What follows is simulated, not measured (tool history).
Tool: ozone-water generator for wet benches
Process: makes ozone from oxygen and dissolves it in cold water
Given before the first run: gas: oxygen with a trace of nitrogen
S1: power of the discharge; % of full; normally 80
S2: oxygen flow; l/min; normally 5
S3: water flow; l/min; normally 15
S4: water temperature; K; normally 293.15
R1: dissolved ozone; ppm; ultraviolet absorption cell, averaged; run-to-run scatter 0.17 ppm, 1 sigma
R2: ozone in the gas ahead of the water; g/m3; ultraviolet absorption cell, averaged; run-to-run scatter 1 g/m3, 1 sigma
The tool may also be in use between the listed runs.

| run | hour | S1 | S2 | S3 | S4 | R1 | R2 |
|---|---|---|---|---|---|---|---|
| 1 | 0 | 80 | 5 | 15 | 293.15 | 21.2 | 176.7 |
| 2 | 75.4 | 80 | 6.47 | 15 | 293.15 | 20.3 | 149.8 |
| 3 | 172.5 | 80 | 5 | 15 | 293.15 | 20.9 | 177.3 |
| 4 | 300.3 | 80 | 5 | 10 | 293.15 | 27.6 | 174.4 |
| 5 | 431.5 | 80 | 5 | 10 | 293.15 | 27.6 | 175.3 |
| 6 | 520.9 | 80 | 3.63 | 15 | 293.15 | 21.8 | 216.7 |
| 7 | 646 | 80 | 3.63 | 15 | 293.15 | 22.2 | 218.6 |
| 8 | 747 | 49 | 6.87 | 15 | 293.15 | 14.1 | 104.4 |
| 9 | 805 | 49 | 6.87 | 15 | 293.15 | 14.3 | 104.8 |
| 10 | 916.4 | 94 | 5 | 9 | 293.15 | 32 | 194 |
| 11 | 990.4 | 94 | 5 | 9 | 293.15 | 32.1 | 194.7 |
| 12 | 1055.9 | 69 | 5 | 15 | 293.15 | 18.8 | 159.7 |

Run 13 comes next. What will it give?
| 13 | 1168.4 | 69 | 5 | 13 | 293.15 | ? | ? |

R1: 20.7 ppm
R2: 159.5 g/m3
On a tool with no hidden condition, and with the same random variation, this run would have come out at R1 22 ppm, R2 164.9 g/m3.
